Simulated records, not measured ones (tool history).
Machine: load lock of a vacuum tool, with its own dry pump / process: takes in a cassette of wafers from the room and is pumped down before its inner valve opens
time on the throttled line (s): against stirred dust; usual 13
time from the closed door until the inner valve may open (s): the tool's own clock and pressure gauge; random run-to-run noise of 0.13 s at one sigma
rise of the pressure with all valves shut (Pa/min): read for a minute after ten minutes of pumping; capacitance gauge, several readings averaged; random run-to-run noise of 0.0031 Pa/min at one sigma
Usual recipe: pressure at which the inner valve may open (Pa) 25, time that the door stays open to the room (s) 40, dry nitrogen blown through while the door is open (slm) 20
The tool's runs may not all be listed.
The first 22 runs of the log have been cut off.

run	hour	time on the throttled line (s)	pressure at which the inner valve may open (Pa)	time that the door stays open to the room (s)	dry nitrogen blown through while the door is open (slm)	hours that the pump has run since its overhaul	times that the door has closed on its seal	incoming humidity of the room's air, %	time from the closed door until the inner valve may open (s)	rise of the pressure with all valves shut (Pa/min)
23	11179.2	24	25	211	20	3259	5011	44.0	28.9	0.198
24	11698.3	24	25	211	20	3778	5724	46.3	28.9	0.203
25	12320.8	13	19	40	9	4401	6578	46.7	21.1	0.100
26	12831.0	12	27	40	21	4911	7279	44.3	19.8	0.087
27	13480.7	13	21	40	10	5561	8171	44.4	20.9	0.109
28	14112.4	6	25	67	20	6193	9038	40.1	15.7	0.114
29	14540.0	13	25	80	8	6620	9625	45.7	21.0	0.165
30	15123.1	8	25	40	19	7203	10425	42.9	17.2	0.102
31	15735.5	8	25	40	19	7816	11266	46.9	17.1	0.104
32	16238.8	8	25	40	6	8319	11957	46.2	17.4	0.138
33	16868.5	8	34	40	5	8949	12821	47.4	17.2	0.144
# hour 17474.0: dry pump taken out, an overhauled one fitted
34	17533.5	14	18	25	9	60	13726	46.2	21.2	0.119
35	18205.8	7	25	25	9	732	14649	44.5	15.4	0.132
36	18509.4	13	26	41	20	1035	15065	41.5	20.0	0.128
37	19134.5	8	18	41	5	1661	15924	42.4	16.6	0.162
38	19737.5	13	46	40	30	2264	16751	42.5	19.6	0.133

Here are 3 independent what-if runs from the current tool condition. What would each one return?
A	20026.3	13	18	79	12	2552	17148	45.0	?	?
B	20026.3	7	20	191	30	2552	17148	43.2	?	?
C	20026.3	13	43	40	20	2552	17148	44.5	?	?

run	time from the closed door until the inner valve may open (s)	rise of the pressure with all valves shut (Pa/min)
A	20.7	0.204
B	16.2	0.223
C	19.6	0.153
Without the tool's hidden state the same runs would have given:
run	time from the closed door until the inner valve may open (s)	rise of the pressure with all valves shut (Pa/min)
A	20.5	0.111
B	16.0	0.130
C	19.4	0.062
